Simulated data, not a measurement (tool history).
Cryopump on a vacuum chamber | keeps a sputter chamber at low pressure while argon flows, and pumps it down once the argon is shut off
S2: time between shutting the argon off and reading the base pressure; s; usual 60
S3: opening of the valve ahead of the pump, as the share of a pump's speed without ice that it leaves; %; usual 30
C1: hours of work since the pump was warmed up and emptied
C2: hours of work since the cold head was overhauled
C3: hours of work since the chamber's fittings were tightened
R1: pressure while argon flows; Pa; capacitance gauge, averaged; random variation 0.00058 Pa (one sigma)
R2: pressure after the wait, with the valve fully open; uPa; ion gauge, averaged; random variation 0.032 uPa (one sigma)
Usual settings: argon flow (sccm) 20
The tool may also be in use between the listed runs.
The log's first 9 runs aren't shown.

Run 10, hour 368.1: usual settings but S2 67 s; C1 315; C2 1961; C3 1191. Result: R1 0.0761 Pa, R2 2.59 uPa.
Run 11, hour 431.7: usual settings; C1 358; C2 2004; C3 1233. Result: R1 0.0758 Pa, R2 2.9 uPa.
Run 12, hour 491.5: usual settings; C1 398; C2 2044; C3 1274. Result: R1 0.0769 Pa, R2 2.86 uPa.
Run 13, hour 548.3: usual settings; C1 437; C2 2082; C3 1312. Result: R1 0.077 Pa, R2 2.97 uPa.
Run 14, hour 595.2: usual settings; C1 468; C2 2114; C3 1343. Result: R1 0.0773 Pa, R2 2.96 uPa.
Run 15, hour 645.8: usual settings; C1 502; C2 2148; C3 1377. Result: R1 0.0764 Pa, R2 2.98 uPa.
At hour 656.4: pump warmed up, emptied and cooled again.
Run 16, hour 703.2: usual settings but S2 276 s; C1 31; C2 2183; C3 1413. Result: R1 0.0745 Pa, R2 1.66 uPa.
Run 17, hour 763.9: usual settings but S2 38 s; C1 72; C2 2224; C3 1453. Result: R1 0.0741 Pa, R2 3.77 uPa.
Run 18, hour 823.2: usual settings but argon flow (sccm) 16, S2 123 s, S3 18 %; C1 112; C2 2264; C3 1493. Result: R1 0.0983 Pa, R2 2.24 uPa.
Run 19, hour 854.1: usual settings but S2 39 s, S3 52 %; C1 133; C2 2284; C3 1514. Result: R1 0.0443 Pa, R2 3.81 uPa.
Run 20, hour 894.7: usual settings but argon flow (sccm) 12, S2 27 s, S3 49 %; C1 160; C2 2312; C3 1541. Result: R1 0.0284 Pa, R2 4.86 uPa.
Run 21, hour 951.9: usual settings but argon flow (sccm) 12, S2 27 s, S3 49 %; C1 199; C2 2350; C3 1580. Result: R1 0.0287 Pa, R2 4.91 uPa.
Run 22, hour 983.2: usual settings but argon flow (sccm) 14, S2 114 s, S3 50 %; C1 220; C2 2371; C3 1601. Result: R1 0.0316 Pa, R2 2.33 uPa.
Run 23, hour 1041.5: usual settings but argon flow (sccm) 14, S2 114 s, S3 50 %; C1 259; C2 2410; C3 1640. Result: R1 0.0321 Pa, R2 2.45 uPa.
Run 24, hour 1100.1: usual settings but argon flow (sccm) 10, S2 156 s, S3 19 %; C1 298; C2 2450; C3 1679. Result: R1 0.0602 Pa, R2 2.25 uPa.
Run 25, hour 1156: usual settings but S2 67 s, S3 17 %; C1 336; C2 2487; C3 1717. Result: R1 0.1305 Pa, R2 3.1 uPa.
Run 26, hour 1192.2: usual settings but S2 67 s, S3 17 %; C1 360; C2 2512; C3 1741. Result: R1 0.1307 Pa, R2 3.24 uPa.
Run 27, hour 1223.3: usual settings but S2 67 s, S3 17 %; C1 381; C2 2532; C3 1762. Result: R1 0.1324 Pa, R2 3.21 uPa.
Run 28, hour 1282.8: usual settings but argon flow (sccm) 16, S2 42 s; C1 421; C2 2572; C3 1802. Result: R1 0.0616 Pa, R2 4.09 uPa.
Run 29, hour 1313.7: usual settings but argon flow (sccm) 18, S2 42 s, S3 16 %; C1 442; C2 2593; C3 1823. Result: R1 0.1267 Pa, R2 4.04 uPa.
Run 30, hour 1354.5: usual settings but argon flow (sccm) 18, S2 227 s, S3 48 %; C1 469; C2 2621; C3 1850. Result: R1 0.0458 Pa, R2 2.35 uPa.
At hour 1416.5: pump warmed up, emptied and cooled again.
Run 31, hour 1428.7: usual settings but argon flow (sccm) 18, S2 227 s, S3 48 %; C1 8; C2 2667; C3 1897. Result: R1 0.0406 Pa, R2 2.11 uPa.
Run 32, hour 1470.7: usual settings but argon flow (sccm) 38, S2 262 s; C1 36; C2 2695; C3 1925. Result: R1 0.1398 Pa, R2 2.12 uPa.
Run 33, hour 1511.8: usual settings but argon flow (sccm) 38, S2 262 s; C1 64; C2 2723; C3 1953. Result: R1 0.1403 Pa, R2 2.19 uPa.
Run 34, hour 1568.3: usual settings but S3 55 %; C1 102; C2 2761; C3 1990. Result: R1 0.0409 Pa, R2 3.32 uPa.

3 ways to go on from here, each from the tool as it stands after run 34. What would each give?
Run A, hour 1628.7: usual settings but S2 293 s, S3 55 %; C1 143; C2 2802; C3 2031. Result: R1 ?, R2 ?.
Run B, hour 1628.7: usual settings but argon flow (sccm) 10, S2 129 s, S3 31 %; C1 143; C2 2802; C3 2031. Result: R1 ?, R2 ?.
Run C, hour 1628.7: usual settings but S2 47 s, S3 55 %; C1 143; C2 2802; C3 2031. Result: R1 ?, R2 ?.

run      R1    R2
  A  0.0415  2.26
  B  0.0358   2.6
  C  0.0418  3.86
Without the tool's hidden state the same runs would have given:
run      R1    R2
  A  0.0397  0.52
  B  0.0349  0.89
  C  0.0401  2.11
